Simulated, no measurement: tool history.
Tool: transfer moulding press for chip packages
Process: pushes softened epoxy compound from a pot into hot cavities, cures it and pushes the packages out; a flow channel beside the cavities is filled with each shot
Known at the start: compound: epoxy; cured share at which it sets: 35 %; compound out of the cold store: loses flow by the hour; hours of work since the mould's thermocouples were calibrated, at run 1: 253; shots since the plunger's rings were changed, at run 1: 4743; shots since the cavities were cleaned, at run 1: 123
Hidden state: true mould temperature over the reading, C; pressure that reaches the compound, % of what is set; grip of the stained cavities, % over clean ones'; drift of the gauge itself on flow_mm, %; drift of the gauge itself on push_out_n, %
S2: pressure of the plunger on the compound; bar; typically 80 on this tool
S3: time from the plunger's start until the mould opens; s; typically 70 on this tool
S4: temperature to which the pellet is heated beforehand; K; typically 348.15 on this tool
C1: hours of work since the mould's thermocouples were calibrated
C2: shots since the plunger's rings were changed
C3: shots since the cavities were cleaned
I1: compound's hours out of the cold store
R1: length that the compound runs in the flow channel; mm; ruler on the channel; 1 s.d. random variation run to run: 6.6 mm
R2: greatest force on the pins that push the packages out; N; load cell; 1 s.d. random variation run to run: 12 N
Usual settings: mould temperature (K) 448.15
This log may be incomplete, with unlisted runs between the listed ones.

{"run": 1, "day": 0.0, "mould temperature (K)": 448.15, "S2": 80, "S3": 70, "S4": 348.15, "C1": 253, "C2": 4743, "C3": 123, "I1": 36.8, "R1": 694, "R2": 666}
{"run": 2, "day": 0.25, "mould temperature (K)": 448.15, "S2": 80, "S3": 70, "S4": 348.15, "C1": 257, "C2": 4841, "C3": 221, "I1": 14.1, "R1": 744, "R2": 818}
{"run": 3, "day": 0.692, "mould temperature (K)": 448.15, "S2": 80, "S3": 70, "S4": 348.15, "C1": 264, "C2": 5015, "C3": 395, "I1": 21.4, "R1": 730, "R2": 854}
{"run": 4, "day": 1.2, "mould temperature (K)": 448.15, "S2": 80, "S3": 70, "S4": 348.15, "C1": 273, "C2": 5217, "C3": 597, "I1": 33.5, "R1": 691, "R2": 902}
{"run": 5, "day": 1.533, "mould temperature (K)": 448.15, "S2": 80, "S3": 70, "S4": 348.15, "C1": 279, "C2": 5348, "C3": 728, "I1": 26.7, "R1": 715, "R2": 992}
{"day": 1.742, "done": "cavities cleaned with cleaning compound and waxed"}
{"run": 6, "day": 1.942, "mould temperature (K)": 448.15, "S2": 80, "S3": 70, "S4": 348.15, "C1": 285, "C2": 5484, "C3": 78, "I1": 34, "R1": 689, "R2": 601}
{"run": 7, "day": 2.371, "mould temperature (K)": 448.15, "S2": 80, "S3": 70, "S4": 348.15, "C1": 292, "C2": 5654, "C3": 248, "I1": 38.2, "R1": 665, "R2": 731}
{"run": 8, "day": 2.629, "mould temperature (K)": 448.15, "S2": 80, "S3": 70, "S4": 348.15, "C1": 297, "C2": 5756, "C3": 350, "I1": 17.7, "R1": 721, "R2": 861}
{"run": 9, "day": 3.096, "mould temperature (K)": 449.15, "S2": 80, "S3": 76, "S4": 341.15, "C1": 305, "C2": 5940, "C3": 534, "I1": 16.5, "R1": 724, "R2": 709}
{"run": 10, "day": 3.317, "mould temperature (K)": 446.15, "S2": 80, "S3": 60, "S4": 348.15, "C1": 309, "C2": 6028, "C3": 622, "I1": 39.2, "R1": 660, "R2": 1497}
{"run": 11, "day": 3.688, "mould temperature (K)": 446.15, "S2": 78.9, "S3": 97, "S4": 348.15, "C1": 315, "C2": 6173, "C3": 767, "I1": 35.5, "R1": 670, "R2": 600}
{"day": 3.783, "done": "cavities cleaned with cleaning compound and waxed"}
{"run": 12, "day": 4.004, "mould temperature (K)": 445.15, "S2": 99.6, "S3": 57, "S4": 343.15, "C1": 319, "C2": 6274, "C3": 87, "I1": 19.2, "R1": 798, "R2": 1371}
{"run": 13, "day": 4.296, "mould temperature (K)": 445.15, "S2": 99.6, "S3": 57, "S4": 343.15, "C1": 324, "C2": 6388, "C3": 201, "I1": 8, "R1": 831, "R2": 1634}
{"run": 14, "day": 4.75, "mould temperature (K)": 448.15, "S2": 93, "S3": 70, "S4": 348.15, "C1": 332, "C2": 6568, "C3": 381, "I1": 27, "R1": 735, "R2": 852}
{"run": 15, "day": 5.217, "mould temperature (K)": 443.15, "S2": 92.5, "S3": 70, "S4": 348.15, "C1": 340, "C2": 6752, "C3": 565, "I1": 15.4, "R1": 764, "R2": 1309}

Branching from run 15: 3 alternative next runs. What would each branch give?
{"day": 5.567, "done": "plunger's sealing rings changed"}
{"run": "A", "day": 5.738, "mould temperature (K)": 448.15, "S2": 80, "S3": 69, "S4": 348.15, "C1": 347, "C2": 67, "C3": 729, "I1": 40, "R1": "?", "R2": "?"}
{"day": 5.567, "done": "plunger's sealing rings changed"}
{"run": "B", "day": 5.738, "mould temperature (K)": 445.15, "S2": 92.5, "S3": 63, "S4": 348.15, "C1": 347, "C2": 67, "C3": 729, "I1": 20.8, "R1": "?", "R2": "?"}
{"day": 5.567, "done": "plunger's sealing rings changed"}
{"run": "C", "day": 5.738, "mould temperature (K)": 448.15, "S2": 83.2, "S3": 89, "S4": 351.15, "C1": 347, "C2": 67, "C3": 729, "I1": 12.6, "R1": "?", "R2": "?"}

run=A R1=741 R2=938
run=B R1=868 R2=1628
run=C R1=843 R2=610
Stripped of hidden state, with their random variation kept, the same runs would have yielded:
run=A R1=742 R2=511
run=B R1=868 R2=889
run=C R1=843 R2=338

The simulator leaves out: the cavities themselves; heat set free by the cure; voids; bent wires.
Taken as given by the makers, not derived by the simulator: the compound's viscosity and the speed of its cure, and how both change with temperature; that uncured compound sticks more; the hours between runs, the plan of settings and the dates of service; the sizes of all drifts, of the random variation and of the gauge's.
